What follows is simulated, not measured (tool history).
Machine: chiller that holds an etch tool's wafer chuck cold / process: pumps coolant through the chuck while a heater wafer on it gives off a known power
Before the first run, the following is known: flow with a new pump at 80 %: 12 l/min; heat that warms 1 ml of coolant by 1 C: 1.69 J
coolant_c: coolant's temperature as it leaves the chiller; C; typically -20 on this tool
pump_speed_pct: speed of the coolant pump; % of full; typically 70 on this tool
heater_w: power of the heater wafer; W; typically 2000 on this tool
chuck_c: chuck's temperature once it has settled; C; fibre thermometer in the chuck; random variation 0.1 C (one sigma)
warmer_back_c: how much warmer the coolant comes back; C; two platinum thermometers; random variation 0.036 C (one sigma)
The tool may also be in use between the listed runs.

Run 1, hour 0.0: usual settings. Result: chuck_c -0.1 C, warmer_back_c 6.79 C.
Run 2, hour 49.5: usual settings but heater_w 1453 W. Result: chuck_c -5.5 C, warmer_back_c 4.88 C.
Run 3, hour 92.0: usual settings but heater_w 1624 W. Result: chuck_c -3.9 C, warmer_back_c 5.42 C.
Run 4, hour 134.6: usual settings but pump_speed_pct 71 % of full. Result: chuck_c -0.5 C, warmer_back_c 6.65 C.
Run 5, hour 172.5: usual settings but pump_speed_pct 71 % of full. Result: chuck_c -0.3 C, warmer_back_c 6.70 C.
Run 6, hour 220.3: usual settings but pump_speed_pct 93 % of full. Result: chuck_c -3.9 C, warmer_back_c 5.16 C.
Run 7, hour 263.7: usual settings but coolant_c -13 C, pump_speed_pct 93 % of full. Result: chuck_c 2.9 C, warmer_back_c 5.11 C.
Run 8, hour 308.8: usual settings but coolant_c -13 C, pump_speed_pct 93 % of full. Result: chuck_c 2.8 C, warmer_back_c 5.13 C.
Run 9, hour 333.8: usual settings. Result: chuck_c -0.1 C, warmer_back_c 6.79 C.
Run 10, hour 359.3: usual settings. Result: chuck_c -0.4 C, warmer_back_c 6.79 C.
Run 11, hour 401.0: usual settings but heater_w 2559 W. Result: chuck_c 5.3 C, warmer_back_c 8.77 C.
Run 12, hour 433.2: usual settings but heater_w 2559 W. Result: chuck_c 5.4 C, warmer_back_c 8.62 C.
Run 13, hour 478.6: usual settings but coolant_c -18 C, heater_w 2559 W. Result: chuck_c 7.3 C, warmer_back_c 8.62 C.
Run 14, hour 523.5: usual settings but coolant_c -18 C, heater_w 2559 W. Result: chuck_c 7.2 C, warmer_back_c 8.63 C.
Run 15, hour 564.0: usual settings but coolant_c -18 C, heater_w 2559 W. Result: chuck_c 7.4 C, warmer_back_c 8.61 C.
Run 16, hour 592.7: usual settings but coolant_c -18 C, heater_w 2559 W. Result: chuck_c 7.3 C, warmer_back_c 8.65 C.
Run 17, hour 625.0: usual settings but coolant_c -24 C, pump_speed_pct 74 % of full, heater_w 1143 W. Result: chuck_c -13.3 C, warmer_back_c 3.65 C.
Run 18, hour 656.6: usual settings but coolant_c -29 C, pump_speed_pct 66 % of full, heater_w 2808 W. Result: chuck_c 0.0 C, warmer_back_c 10.17 C.
Run 19, hour 687.1: usual settings but coolant_c -27 C, pump_speed_pct 97 % of full. Result: chuck_c -11.8 C, warmer_back_c 4.92 C.
Run 20, hour 712.6: usual settings but coolant_c -18 C, pump_speed_pct 97 % of full, heater_w 2770 W. Result: chuck_c 3.6 C, warmer_back_c 6.74 C.
Run 21, hour 748.7: usual settings but coolant_c -19 C, heater_w 2570 W. Result: chuck_c 6.4 C, warmer_back_c 8.77 C.
Run 22, hour 785.4: usual settings but heater_w 1970 W. Result: chuck_c -0.7 C, warmer_back_c 6.67 C.
Run 23, hour 830.9: usual settings but pump_speed_pct 82 % of full, heater_w 1400 W. Result: chuck_c -7.6 C, warmer_back_c 4.03 C.
Run 24, hour 886.9: usual settings but pump_speed_pct 84 % of full, heater_w 2845 W. Result: chuck_c 4.4 C, warmer_back_c 8.01 C.
Run 25, hour 916.0: usual settings but pump_speed_pct 84 % of full, heater_w 2845 W. Result: chuck_c 4.5 C, warmer_back_c 8.01 C.
Run 26, hour 947.8: usual settings but coolant_c -29 C, pump_speed_pct 93 % of full, heater_w 1304 W. Result: chuck_c -18.4 C, warmer_back_c 3.36 C.
Run 27, hour 989.5: usual settings but coolant_c -29 C, pump_speed_pct 93 % of full, heater_w 1304 W. Result: chuck_c -18.6 C, warmer_back_c 3.35 C.
Run 28, hour 1024.9: usual settings but heater_w 1719 W. Result: chuck_c -3.0 C, warmer_back_c 5.85 C.
Run 29, hour 1061.9: usual settings but coolant_c -10 C, pump_speed_pct 75 % of full. Result: chuck_c 8.8 C, warmer_back_c 6.32 C.
Run 30, hour 1104.8: usual settings but coolant_c -24 C, pump_speed_pct 75 % of full, heater_w 2212 W. Result: chuck_c -3.3 C, warmer_back_c 6.98 C.
Run 31, hour 1143.1: usual settings but coolant_c -13 C, pump_speed_pct 67 % of full, heater_w 2804 W. Result: chuck_c 15.6 C, warmer_back_c 9.82 C.
Run 32, hour 1203.0: usual settings but coolant_c -21 C, pump_speed_pct 80 % of full, heater_w 2411 W. Result: chuck_c 0.7 C, warmer_back_c 7.14 C.

What if the next run were any one of these 4? Each begins from the tool's condition after run 32:
Run A, hour 1236.9: usual settings but coolant_c -24 C, pump_speed_pct 75 % of full, heater_w 1399 W. Result: chuck_c ?, warmer_back_c ?.
Run B, hour 1236.9: usual settings but coolant_c -22 C, pump_speed_pct 71 % of full. Result: chuck_c ?, warmer_back_c ?.
Run C, hour 1236.9: usual settings but coolant_c -24 C, pump_speed_pct 80 % of full, heater_w 2411 W. Result: chuck_c ?, warmer_back_c ?.
Run D, hour 1236.9: usual settings but coolant_c -16 C, pump_speed_pct 72 % of full, heater_w 1842 W. Result: chuck_c ?, warmer_back_c ?.

run  chuck_c  warmer_back_c
  A    -10.9           4.42
  B     -2.4           6.68
  C     -2.5           7.12
  D      1.7           6.04
Had the tool no hidden state, the same runs would have come out as:
run  chuck_c  warmer_back_c
  A    -11.0           4.42
  B     -2.5           6.68
  C     -2.6           7.12
  D      1.7           6.04
